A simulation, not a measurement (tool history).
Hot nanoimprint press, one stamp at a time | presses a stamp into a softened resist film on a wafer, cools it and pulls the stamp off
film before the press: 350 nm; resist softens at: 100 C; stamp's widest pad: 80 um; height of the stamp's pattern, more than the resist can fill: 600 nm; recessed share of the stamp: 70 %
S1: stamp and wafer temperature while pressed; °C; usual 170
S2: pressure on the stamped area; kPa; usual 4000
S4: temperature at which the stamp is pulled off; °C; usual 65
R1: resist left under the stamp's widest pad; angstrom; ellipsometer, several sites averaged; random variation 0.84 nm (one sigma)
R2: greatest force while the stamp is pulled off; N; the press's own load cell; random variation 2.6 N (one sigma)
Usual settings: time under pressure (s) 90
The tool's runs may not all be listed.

Run 1, day 0: usual settings. Result: R1 1631 angstrom, R2 128 N.
Run 2, day 0.617: usual settings but S2 3990 kPa. Result: R1 1628 angstrom, R2 131 N.
Run 3, day 1.25: usual settings but S1 165 °C. Result: R1 2000 angstrom, R2 131 N.
Run 4, day 2.362: usual settings but S1 172 °C. Result: R1 1486 angstrom, R2 136 N.
Run 5, day 3.479: usual settings but S4 52 °C. Result: R1 1622 angstrom, R2 184 N.
Run 6, day 4.292: usual settings but S4 52 °C. Result: R1 1625 angstrom, R2 188 N.
Run 7, day 5.346: usual settings but S4 52 °C. Result: R1 1628 angstrom, R2 196 N.
Run 8, day 6.525: usual settings. Result: R1 1614 angstrom, R2 143 N.
Run 9, day 7.754: usual settings. Result: R1 1608 angstrom, R2 146 N.
At day 7.946: plate thermocouple calibrated.
Run 10, day 8.754: usual settings but time under pressure (s) 67. Result: R1 1797 angstrom, R2 146 N.
At day 9.312: stamp cleaned and given a new release coat.
Run 11, day 9.983: usual settings but S1 166 °C. Result: R1 1907 angstrom, R2 126 N.
At day 11.054: plate thermocouple calibrated, once more.
Run 12, day 11.167: usual settings but S1 177 °C, time under pressure (s) 166. Result: R1 947 angstrom, R2 122 N.
Run 13, day 12.075: usual settings but S1 177 °C, time under pressure (s) 99, S4 58 °C. Result: R1 1180 angstrom, R2 144 N.
Run 14, day 12.962: usual settings but S1 161 °C, S2 4530 kPa, time under pressure (s) 58. Result: R1 2531 angstrom, R2 133 N.
Run 15, day 13.838: usual settings but S1 162 °C, S2 2680 kPa, time under pressure (s) 70. Result: R1 2716 angstrom, R2 128 N.

4 ways to go on from here, each from the tool as it stands after run 15. What would each give?
Run A, day 14.512: usual settings but S1 162 °C, S2 2680 kPa, time under pressure (s) 112. Result: R1 ?, R2 ?.
Run B, day 14.512: usual settings but S1 161 °C, S2 4040 kPa, S4 51 °C. Result: R1 ?, R2 ?.
Run C, day 14.512: usual settings but S1 163 °C, S2 4610 kPa, S4 63 °C. Result: R1 ?, R2 ?.
Run D, day 14.512: usual settings but S1 161 °C, S2 2660 kPa, time under pressure (s) 70. Result: R1 ?, R2 ?.

run    R1   R2
  A  2468  127
  B  2372  173
  C  2123  136
  D  2792  130
Without the tool's hidden state the same runs would have given:
run    R1   R2
  A  2438  119
  B  2333  163
  C  2078  127
  D  2768  122
